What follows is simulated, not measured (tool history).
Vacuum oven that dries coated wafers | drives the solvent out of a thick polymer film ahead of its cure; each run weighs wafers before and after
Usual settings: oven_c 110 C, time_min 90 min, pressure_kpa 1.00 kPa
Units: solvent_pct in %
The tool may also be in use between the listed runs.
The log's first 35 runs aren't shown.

run 36 hour=2722.8 | oven_c=96 time_min=66 pressure_kpa=1.88 | solvent_pct=6.33
run 37 hour=2783.1 | oven_c=121 time_min=55 pressure_kpa=0.67 | solvent_pct=2.14
run 38 hour=2885.1 | oven_c=110 time_min=45 pressure_kpa=1.51 | solvent_pct=5.02
run 39 hour=2944.1 | oven_c=110 time_min=45 pressure_kpa=1.51 | solvent_pct=5.05
run 40 hour=3003.5 | oven_c=116 time_min=68 pressure_kpa=1.77 | solvent_pct=2.25
run 41 hour=3084.1 | oven_c=116 time_min=68 pressure_kpa=1.77 | solvent_pct=2.30
run 42 hour=3156.0 | oven_c=118 time_min=90 pressure_kpa=1.00 | solvent_pct=1.10
run 43 hour=3204.1 | oven_c=110 time_min=107 pressure_kpa=0.58 | solvent_pct=1.48
run 44 hour=3317.7 | oven_c=119 time_min=52 pressure_kpa=0.60 | solvent_pct=2.53
run 45 hour=3365.4 | oven_c=119 time_min=52 pressure_kpa=1.74 | solvent_pct=2.77
run 46 hour=3454.4 | oven_c=119 time_min=52 pressure_kpa=1.74 | solvent_pct=2.67
run 47 hour=3504.0 | oven_c=98 time_min=115 pressure_kpa=1.00 | solvent_pct=3.13
run 48 hour=3583.4 | oven_c=108 time_min=116 pressure_kpa=3.04 | solvent_pct=2.09

Forecast each of these 3 alternatives for the next run:
run A hour=3690.3 | oven_c=102 time_min=126 pressure_kpa=0.70 | solvent_pct=?
run B hour=3690.3 | oven_c=108 time_min=47 pressure_kpa=2.83 | solvent_pct=?
run C hour=3690.3 | oven_c=108 time_min=116 pressure_kpa=3.95 | solvent_pct=?

run=A solvent_pct=1.97
run=B solvent_pct=5.28
run=C solvent_pct=2.44
Without the tool's hidden state the same runs would have given:
run=A solvent_pct=2.20
run=B solvent_pct=5.60
run=C solvent_pct=2.67
